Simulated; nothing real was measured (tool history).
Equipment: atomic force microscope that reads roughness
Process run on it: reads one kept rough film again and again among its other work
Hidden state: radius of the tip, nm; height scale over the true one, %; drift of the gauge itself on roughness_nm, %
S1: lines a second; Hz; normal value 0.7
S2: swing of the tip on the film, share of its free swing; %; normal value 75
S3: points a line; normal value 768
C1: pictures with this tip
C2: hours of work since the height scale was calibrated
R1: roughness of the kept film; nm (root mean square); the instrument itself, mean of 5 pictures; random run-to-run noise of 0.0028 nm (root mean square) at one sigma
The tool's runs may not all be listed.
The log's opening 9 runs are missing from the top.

run	hour	S1	S2	S3	C1	C2	R1
10	50	0.7	75	768	80	52	1.802
# hour 51.6: new tip fitted
11	57.9	0.7	75	768	10	57	1.829
12	66.2	0.7	75	768	23	62	1.827
13	73.2	0.7	71	768	34	67	1.833
14	78.6	2.14	75	768	42	70	1.682
15	82.8	2.14	75	768	49	73	1.676
16	89	2.363	75	768	59	77	1.657
17	97.9	2.363	75	768	72	83	1.653
18	103.2	2.363	75	768	81	86	1.651
# hour 104.5: new tip fitted
19	108.1	2.363	75	768	6	89	1.666
20	116.6	2.363	75	768	19	95	1.669
21	122.9	1.379	75	768	29	99	1.754
22	128.3	1.379	75	768	37	102	1.75
23	132.1	2.526	75	768	43	105	1.645
24	140.1	0.7	75	768	56	110	1.811
25	148.6	0.7	75	768	69	116	1.81
# hour 157.1: new tip fitted
26	157.7	0.7	64	768	0	121	1.866
27	161.5	0.7	75	299	6	124	1.823
28	165.5	1.887	70	882	13	126	1.759
29	173.4	1.887	70	882	25	131	1.752
30	179.7	1.887	70	882	35	135	1.748
31	184.1	3.329	70	627	42	138	1.653

What does the tool deliver on the next run?
32	192.3	0.884	61	793	55	144	?

Run 32 yielded R1 1.846 nm (root mean square).
With no hidden state in the tool, this same run would have given R1 1.867 nm (root mean square).

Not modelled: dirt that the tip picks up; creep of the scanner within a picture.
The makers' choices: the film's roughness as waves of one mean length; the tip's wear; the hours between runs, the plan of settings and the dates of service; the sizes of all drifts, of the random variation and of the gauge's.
